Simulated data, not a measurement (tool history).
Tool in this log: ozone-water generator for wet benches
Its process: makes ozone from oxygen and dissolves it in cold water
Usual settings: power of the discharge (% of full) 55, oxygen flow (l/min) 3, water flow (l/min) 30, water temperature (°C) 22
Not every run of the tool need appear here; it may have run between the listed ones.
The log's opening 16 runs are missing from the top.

run      day  power of the discharge (% of full)  oxygen flow (l/min)  water flow (l/min)  water temperature (°C)  hours of work since the electrodes were changed  hours of work since the contactor was cleaned  hours of work since the thermometer was calibrated  dissolved ozone (ppm)  ozone in the gas ahead of the water (g/m3)
 17   80.842                                  55                  1.9                  30                      20                                             4363                                            158                                                1576                    9.9                                       246.8
 18   84.058                                  65                 4.69                  44                      20                                             4420                                            214                                                1632                    9.2                                       164.3
 19   90.342                                  42                    3                  30                      22                                             4530                                            324                                                1742                    8.5                                       152.8
 20   95.521                                  42                    3                  30                      22                                             4620                                            414                                                1833                    8.4                                         152
 21  102.217                                  42                 2.48                  20                      22                                             4737                                            532                                                1950                   12.3                                       169.1
 22  108.821                                  46                 2.56                  30                      22                                             4853                                            647                                                2065                    8.8                                       179.8
 23  115.429                                  46                 2.16                  30                      15                                             4969                                            763                                                2181                    9.1                                       197.5
 24  122.129                                  51                 1.93                  20                      14                                             5086                                            880                                                2298                   14.2                                       226.4
 25  126.283                                  55                    3                  20                      15                                             5159                                            953                                                2371                     16                                       186.1

The next listed run, before its measurement:
 26  130.867                                  55                 4.76                  32                      22                                             5239                                           1033                                                2451                      ?                                           ?

{"run 26": {"dissolved ozone (ppm)": 10.2, "ozone in the gas ahead of the water (g/m3)": 141.4}}
Take away the tool's hidden state, keep the run-to-run variation as it was, and the same run would have given dissolved ozone (ppm) 11.5, ozone in the gas ahead of the water (g/m3) 156.4.

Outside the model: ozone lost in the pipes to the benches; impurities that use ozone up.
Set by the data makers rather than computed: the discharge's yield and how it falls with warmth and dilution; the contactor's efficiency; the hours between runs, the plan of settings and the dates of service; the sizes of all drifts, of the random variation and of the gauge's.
